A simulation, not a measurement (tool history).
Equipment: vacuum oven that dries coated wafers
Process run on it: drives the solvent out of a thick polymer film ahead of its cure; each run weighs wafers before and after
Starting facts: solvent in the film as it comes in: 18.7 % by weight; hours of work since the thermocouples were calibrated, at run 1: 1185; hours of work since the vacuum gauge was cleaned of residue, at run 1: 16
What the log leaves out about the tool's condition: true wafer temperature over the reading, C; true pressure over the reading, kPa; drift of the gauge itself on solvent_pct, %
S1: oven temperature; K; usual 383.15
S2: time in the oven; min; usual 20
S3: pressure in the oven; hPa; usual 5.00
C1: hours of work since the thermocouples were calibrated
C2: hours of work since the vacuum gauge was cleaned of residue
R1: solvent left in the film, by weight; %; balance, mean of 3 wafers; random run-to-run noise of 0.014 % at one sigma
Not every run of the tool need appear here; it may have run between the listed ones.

Run 1, hour 0.0: usual settings; C1 1185; C2 16. Result: R1 1.65 %.
Run 2, hour 52.1: usual settings; C1 1207; C2 38. Result: R1 1.65 %.
Run 3, hour 91.1: usual settings; C1 1224; C2 55. Result: R1 1.64 %.
Run 4, hour 129.3: usual settings but S1 371.15 K; C1 1240; C2 71. Result: R1 5.56 %.
Run 5, hour 156.4: usual settings but S1 371.15 K, S3 5.91 hPa; C1 1252; C2 83. Result: R1 5.63 %.
Run 6, hour 197.4: usual settings but S3 9.71 hPa; C1 1269; C2 100. Result: R1 1.93 %.
Run 7, hour 233.3: usual settings but S3 12.17 hPa; C1 1285; C2 116. Result: R1 2.08 %.
At hour 256.3: oven's thermocouples calibrated.
Run 8, hour 295.4: usual settings but S3 12.17 hPa; C1 17; C2 141. Result: R1 2.77 %.
Run 9, hour 336.5: usual settings but S3 12.17 hPa; C1 34; C2 159. Result: R1 2.75 %.
Run 10, hour 398.0: usual settings but S3 12.17 hPa; C1 61; C2 185. Result: R1 2.77 %.
Run 11, hour 450.8: usual settings but S3 12.17 hPa; C1 83; C2 208. Result: R1 2.76 %.
Run 12, hour 484.7: usual settings but S3 12.17 hPa; C1 98; C2 223. Result: R1 2.79 %.
Run 13, hour 542.8: usual settings but S3 12.17 hPa; C1 123; C2 247. Result: R1 2.73 %.
Run 14, hour 604.0: usual settings but S3 12.17 hPa; C1 149; C2 274. Result: R1 2.75 %.
Run 15, hour 648.0: usual settings but S3 12.17 hPa; C1 168; C2 292. Result: R1 2.75 %.
Run 16, hour 676.3: usual settings but S3 12.17 hPa; C1 180; C2 305. Result: R1 2.76 %.
Run 17, hour 709.9: usual settings but S3 12.17 hPa; C1 194; C2 319. Result: R1 2.74 %.
Run 18, hour 738.4: usual settings; C1 206; C2 331. Result: R1 2.27 %.
Run 19, hour 781.8: usual settings; C1 225; C2 350. Result: R1 2.28 %.
Run 20, hour 837.2: usual settings; C1 249; C2 373. Result: R1 2.28 %.
Run 21, hour 863.0: usual settings; C1 260; C2 384. Result: R1 2.27 %.
Run 22, hour 924.6: usual settings; C1 286; C2 411. Result: R1 2.27 %.
Run 23, hour 974.0: usual settings but S3 8.25 hPa; C1 307; C2 432. Result: R1 2.46 %.
Run 24, hour 1006.8: usual settings; C1 321; C2 446. Result: R1 2.25 %.
Run 25, hour 1066.4: usual settings but S1 396.15 K, S3 7.51 hPa; C1 347; C2 472. Result: R1 0.52 %.
Run 26, hour 1106.7: usual settings but S2 18 min, S3 15.58 hPa; C1 364; C2 489. Result: R1 3.33 %.
Run 27, hour 1143.7: usual settings but S2 28 min; C1 380; C2 505. Result: R1 1.24 %.
Run 28, hour 1198.5: usual settings but S1 385.15 K, S3 17.79 hPa; C1 403; C2 528. Result: R1 2.52 %.
At hour 1202.8: vacuum gauge cleaned of residue and calibrated.
Run 29, hour 1254.6: usual settings but S1 385.15 K, S3 17.79 hPa; C1 427; C2 22. Result: R1 2.57 %.
At hour 1301.2: vacuum gauge cleaned of residue and calibrated, once more.
Run 30, hour 1301.7: usual settings but S1 385.15 K, S3 17.79 hPa; C1 446; C2 0. Result: R1 2.36 %.
Run 31, hour 1350.8: usual settings but S1 372.15 K, S2 18 min, S3 6.85 hPa; C1 467; C2 21. Result: R1 6.60 %.
Run 32, hour 1391.5: usual settings but S2 23 min; C1 485; C2 39. Result: R1 1.58 %.
Run 33, hour 1442.2: usual settings but S1 374.15 K, S2 11 min, S3 2.87 hPa; C1 506; C2 60. Result: R1 8.14 %.
Run 34, hour 1476.2: usual settings but S1 374.15 K, S2 11 min, S3 2.87 hPa; C1 521; C2 75. Result: R1 8.12 %.
Run 35, hour 1503.1: usual settings but S1 393.15 K, S2 24 min, S3 10.98 hPa; C1 533; C2 86. Result: R1 0.67 %.
Run 36, hour 1532.1: usual settings but S1 382.15 K, S2 29 min, S3 8.82 hPa; C1 545; C2 99. Result: R1 1.45 %.
Run 37, hour 1560.2: usual settings but S1 382.15 K, S2 29 min, S3 8.82 hPa; C1 557; C2 111. Result: R1 1.42 %.
Run 38, hour 1585.4: usual settings but S2 11 min, S3 3.56 hPa; C1 568; C2 122. Result: R1 4.77 %.
Run 39, hour 1610.3: usual settings but S2 35 min, S3 4.89 hPa; C1 578; C2 132. Result: R1 0.73 %.
Run 40, hour 1665.0: usual settings but S2 18 min, S3 2.68 hPa; C1 602; C2 156. Result: R1 2.30 %.
Run 41, hour 1702.5: usual settings but S2 18 min, S3 2.68 hPa; C1 618; C2 172. Result: R1 2.34 %.
Run 42, hour 1737.2: usual settings but S2 18 min, S3 2.68 hPa; C1 633; C2 187. Result: R1 2.31 %.
Run 43, hour 1790.7: usual settings but S1 369.15 K, S2 19 min, S3 19.89 hPa; C1 656; C2 210. Result: R1 8.33 %.
Run 44, hour 1825.0: usual settings but S1 371.15 K, S2 14 min, S3 2.65 hPa; C1 670; C2 224. Result: R1 7.98 %.
Run 45, hour 1865.2: usual settings but S1 371.15 K, S2 14 min, S3 2.65 hPa; C1 688; C2 241. Result: R1 7.91 %.
Run 46, hour 1898.4: usual settings but S1 371.15 K, S2 15 min, S3 3.14 hPa; C1 702; C2 256. Result: R1 7.61 %.
Run 47, hour 1939.1: usual settings but S1 396.15 K; C1 719; C2 273. Result: R1 0.36 %.
Run 48, hour 1967.6: usual settings but S1 396.15 K; C1 731; C2 285. Result: R1 0.36 %.

Here are 3 independent what-if runs from the current tool condition. What would each one return?
Run A, hour 2023.0: usual settings but S2 34 min, S3 4.21 hPa; C1 755; C2 309. Result: R1 ?.
Run B, hour 2023.0: usual settings but S1 372.15 K, S2 13 min, S3 16.95 hPa; C1 755; C2 309. Result: R1 ?.
Run C, hour 2023.0: usual settings but S1 398.15 K; C1 755; C2 309. Result: R1 ?.

run    R1
  A  0.71
  B  8.76
  C  0.30
Take away the tool's hidden state, keep each run's random variation, and the runs would have read:
run    R1
  A  0.73
  B  9.09
  C  0.27
